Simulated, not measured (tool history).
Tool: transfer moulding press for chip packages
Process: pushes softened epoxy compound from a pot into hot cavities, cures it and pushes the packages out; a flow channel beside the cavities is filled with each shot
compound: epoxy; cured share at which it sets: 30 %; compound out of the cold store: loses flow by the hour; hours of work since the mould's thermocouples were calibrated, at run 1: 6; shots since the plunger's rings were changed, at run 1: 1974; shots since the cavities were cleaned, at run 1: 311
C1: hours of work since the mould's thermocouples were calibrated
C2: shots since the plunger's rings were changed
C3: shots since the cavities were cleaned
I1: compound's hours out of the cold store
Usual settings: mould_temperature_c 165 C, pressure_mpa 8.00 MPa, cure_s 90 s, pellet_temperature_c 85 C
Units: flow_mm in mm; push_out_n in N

Run 1, hour 0.0: usual settings; C1 6; C2 1974; C3 311; I1 39.6. Result: flow_mm 850 mm, push_out_n 348 N.
Run 2, hour 9.3: usual settings; C1 11; C2 2081; C3 418; I1 38.9. Result: flow_mm 839 mm, push_out_n 354 N.
Run 3, hour 21.5: usual settings but pressure_mpa 7.08 MPa; C1 18; C2 2221; C3 558; I1 23.8. Result: flow_mm 849 mm, push_out_n 401 N.
Run 4, hour 34.3: usual settings but pressure_mpa 7.08 MPa, cure_s 85 s; C1 25; C2 2368; C3 705; I1 15.3. Result: flow_mm 872 mm, push_out_n 462 N.
Run 5, hour 44.1: usual settings; C1 31; C2 2480; C3 817; I1 44.6. Result: flow_mm 826 mm, push_out_n 430 N.
Run 6, hour 54.8: usual settings; C1 37; C2 2604; C3 941; I1 28.2. Result: flow_mm 873 mm, push_out_n 450 N.
At hour 66.2: cavities cleaned with cleaning compound and waxed.
Run 7, hour 69.2: usual settings; C1 44; C2 2751; C3 33; I1 10.4. Result: flow_mm 928 mm, push_out_n 626 N.
Run 8, hour 82.1: usual settings but mould_temperature_c 163 C; C1 51; C2 2900; C3 182; I1 45.1. Result: flow_mm 837 mm, push_out_n 650 N.
Run 9, hour 89.9: usual settings but mould_temperature_c 163 C; C1 56; C2 2989; C3 271; I1 44.8. Result: flow_mm 822 mm, push_out_n 625 N.
Run 10, hour 100.4: usual settings but mould_temperature_c 163 C; C1 61; C2 3109; C3 391; I1 34.4. Result: flow_mm 861 mm, push_out_n 647 N.
At hour 103.0: cavities cleaned with cleaning compound and waxed, once more.
Run 11, hour 108.2: usual settings but mould_temperature_c 163 C, cure_s 98 s; C1 65; C2 3182; C3 59; I1 15.1. Result: flow_mm 903 mm, push_out_n 283 N.
Run 12, hour 118.9: usual settings but mould_temperature_c 163 C, cure_s 98 s; C1 71; C2 3305; C3 182; I1 11.0. Result: flow_mm 915 mm, push_out_n 321 N.
Run 13, hour 125.2: usual settings but cure_s 77 s; C1 75; C2 3378; C3 255; I1 32.2. Result: flow_mm 842 mm, push_out_n 434 N.
Run 14, hour 136.5: usual settings but cure_s 77 s; C1 81; C2 3507; C3 384; I1 35.1. Result: flow_mm 838 mm, push_out_n 471 N.
Run 15, hour 149.3: usual settings but mould_temperature_c 158 C, pressure_mpa 8.76 MPa, cure_s 100 s, pellet_temperature_c 88 C; C1 88; C2 3654; C3 531; I1 13.3. Result: flow_mm 978 mm, push_out_n 519 N.
Run 16, hour 160.9: usual settings but mould_temperature_c 157 C, pressure_mpa 6.86 MPa, cure_s 100 s, pellet_temperature_c 88 C; C1 94; C2 3787; C3 664; I1 31.2. Result: flow_mm 820 mm, push_out_n 559 N.
Run 17, hour 170.3: usual settings but mould_temperature_c 157 C, pressure_mpa 9.06 MPa, cure_s 100 s, pellet_temperature_c 90 C; C1 100; C2 3895; C3 772; I1 32.4. Result: flow_mm 926 mm, push_out_n 583 N.
Run 18, hour 176.4: usual settings but pressure_mpa 7.40 MPa, pellet_temperature_c 81 C; C1 103; C2 3965; C3 842; I1 18.7. Result: flow_mm 835 mm, push_out_n 462 N.
Run 19, hour 189.4: usual settings but pressure_mpa 7.40 MPa, pellet_temperature_c 81 C; C1 110; C2 4114; C3 991; I1 34.5. Result: flow_mm 775 mm, push_out_n 470 N.
At hour 196.5: cavities cleaned with cleaning compound and waxed.
Run 20, hour 198.5: usual settings but pressure_mpa 7.40 MPa, pellet_temperature_c 81 C; C1 115; C2 4202; C3 23; I1 42.3. Result: flow_mm 761 mm, push_out_n 273 N.
Run 21, hour 209.4: usual settings but pressure_mpa 7.40 MPa, pellet_temperature_c 81 C; C1 121; C2 4327; C3 148; I1 12.8. Result: flow_mm 856 mm, push_out_n 304 N.
Run 22, hour 221.6: usual settings but mould_temperature_c 163 C, pressure_mpa 6.58 MPa, cure_s 72 s; C1 128; C2 4466; C3 287; I1 17.7. Result: flow_mm 794 mm, push_out_n 604 N.
Run 23, hour 229.6: usual settings but mould_temperature_c 163 C, pressure_mpa 6.58 MPa, cure_s 72 s; C1 132; C2 4559; C3 380; I1 39.0. Result: flow_mm 737 mm, push_out_n 630 N.
Run 24, hour 242.6: usual settings but mould_temperature_c 163 C, pressure_mpa 6.58 MPa, cure_s 72 s; C1 139; C2 4708; C3 529; I1 36.7. Result: flow_mm 735 mm, push_out_n 674 N.
Run 25, hour 253.0: usual settings but mould_temperature_c 160 C, pressure_mpa 9.29 MPa, cure_s 78 s, pellet_temperature_c 78 C; C1 145; C2 4827; C3 648; I1 16.3. Result: flow_mm 964 mm, push_out_n 804 N.
Run 26, hour 264.2: usual settings but mould_temperature_c 160 C, pressure_mpa 9.29 MPa, cure_s 78 s, pellet_temperature_c 78 C; C1 151; C2 4955; C3 776; I1 34.7. Result: flow_mm 895 mm, push_out_n 772 N.
Run 27, hour 272.8: usual settings but mould_temperature_c 164 C, pressure_mpa 7.73 MPa, pellet_temperature_c 86 C; C1 156; C2 5055; C3 876; I1 27.7. Result: flow_mm 812 mm, push_out_n 470 N.

Forecast each of these 3 alternatives for the next run:
Run A, hour 282.4: usual settings but pressure_mpa 7.49 MPa; C1 162; C2 5165; C3 986; I1 46.4. Result: flow_mm ?, push_out_n ?.
Run B, hour 282.4: usual settings but mould_temperature_c 168 C, cure_s 105 s, pellet_temperature_c 88 C; C1 162; C2 5165; C3 986; I1 28.3. Result: flow_mm ?, push_out_n ?.
Run C, hour 282.4: usual settings but mould_temperature_c 164 C, pressure_mpa 7.77 MPa, pellet_temperature_c 79 C; C1 162; C2 5165; C3 986; I1 24.6. Result: flow_mm ?, push_out_n ?.

run  flow_mm  push_out_n
  A      737         437
  B      809         399
  C      825         483
Without the tool's hidden state the same runs would have given:
run  flow_mm  push_out_n
  A      832         238
  B      914         218
  C      931         267
